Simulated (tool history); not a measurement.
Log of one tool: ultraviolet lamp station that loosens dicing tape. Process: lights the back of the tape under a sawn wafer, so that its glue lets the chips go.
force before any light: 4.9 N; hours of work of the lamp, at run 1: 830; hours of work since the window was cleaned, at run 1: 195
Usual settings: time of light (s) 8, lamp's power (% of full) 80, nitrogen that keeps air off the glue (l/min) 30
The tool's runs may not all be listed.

run    hour  time of light (s)  lamp's power (% of full)  nitrogen that keeps air off the glue (l/min)  hours of work of the lamp  hours of work since the window was cleaned  force that peels the tape off (N)  light that reached the tape (mJ/cm2)
  1       0                  8                        80                                            30                        830                                         195                              1.059                                   410
  2    45.7                  8                        80                                            30                        862                                         227                              1.098                                   394
  3    91.3                  8                        80                                            30                        894                                         259                               1.16                                   383
  4   116.5                  8                        80                                            23                        912                                         276                              1.353                                   375
  5   171.9                  8                        80                                            53                        950                                         315                              0.992                                   365
  6   197.7                  8                        80                                            53                        969                                         333                              1.028                                   359
      201.4  -- window cleaned of glue's vapour
  7   247.3                  8                        80                                            53                       1003                                          32                              1.143                                   324
  8   297.2                  8                        81                                            53                       1038                                          67                              1.226                                   315
  9   341.5                 12                        80                                            30                       1069                                          98                              0.906                                   454
      366.7  -- lamp changed
 10   378.4                 12                        80                                            30                          8                                         124                              0.499                                   637
 11   412.8                  8                        82                                            30                         32                                         148                              0.977                                   420
      458.4  -- window cleaned of glue's vapour, once more
 12   458.4                  8                        82                                            30                         64                                           0                              0.557                                   595
 13   491.4                  8                        80                                            16                         87                                          23                              0.943                                   567
 14   543.1                  8                        80                                            16                        124                                          60                              0.927                                   554
 15   588.8                  8                        80                                            16                        156                                          92                              0.979                                   536
 16   630.9                  8                        82                                            19                        185                                         121                              0.917                                   535
 17     660                 15                        90                                            13                        206                                         142                               0.33                                  1097
 18   704.3                 15                        69                                            13                        237                                         173                              0.581                                   801
 19   761.3                  8                        92                                            23                        277                                         213                              0.758                                   554
 20   821.4                  8                        92                                            23                        319                                         255                              0.814                                   535
 21   853.5                 14                        66                                            15                        342                                         278                              0.734                                   662
 22   901.5                  9                        80                                            25                        375                                         311                              0.874                                   493
      938.1  -- window cleaned of glue's vapour
 23   957.1                  5                        82                                            43                        414                                          13                              1.187                                   334
 24  1013.6                  9                        87                                            14                        454                                          53                              0.919                                   610
 25  1061.7                  9                        87                                            14                        488                                          87                              0.953                                   581
 26  1092.3                  9                        60                                            46                        509                                         108                              0.923                                   400
 27  1138.3                  9                        76                                            21                        541                                         141                              0.992                                   494
 28  1179.3                  8                        80                                            27                        570                                         169                              1.007                                   450
 29  1236.7                  8                        80                                            27                        610                                         210                              1.043                                   431

5 ways to go on from here, each from the tool as it stands after run 29. What would each give?
  A  1287.8                 12                        61                                            33                        646                                         246                                  ?                                     ?
  B  1287.8                  8                        80                                            10                        646                                         246                                  ?                                     ?
  C  1287.8                 10                        72                                            30                        646                                         246                                  ?                                     ?
  D  1287.8                  8                        80                                            30                        646                                         246                                  ?                                     ?
  E  1287.8                  4                        86                                            24                        646                                         246                                  ?                                     ?

run  force that peels the tape off (N)  light that reached the tape (mJ/cm2)
  A                              0.765                                   482
  B                              1.689                                   418
  C                              0.886                                   475
  D                               1.03                                   420
  E                              2.265                                   227
Without the tool's hidden state the same runs would have given:
run  force that peels the tape off (N)  light that reached the tape (mJ/cm2)
  A                              0.404                                   685
  B                              1.103                                   595
  C                              0.474                                   675
  D                              0.571                                   598
  E                              1.632                                   322
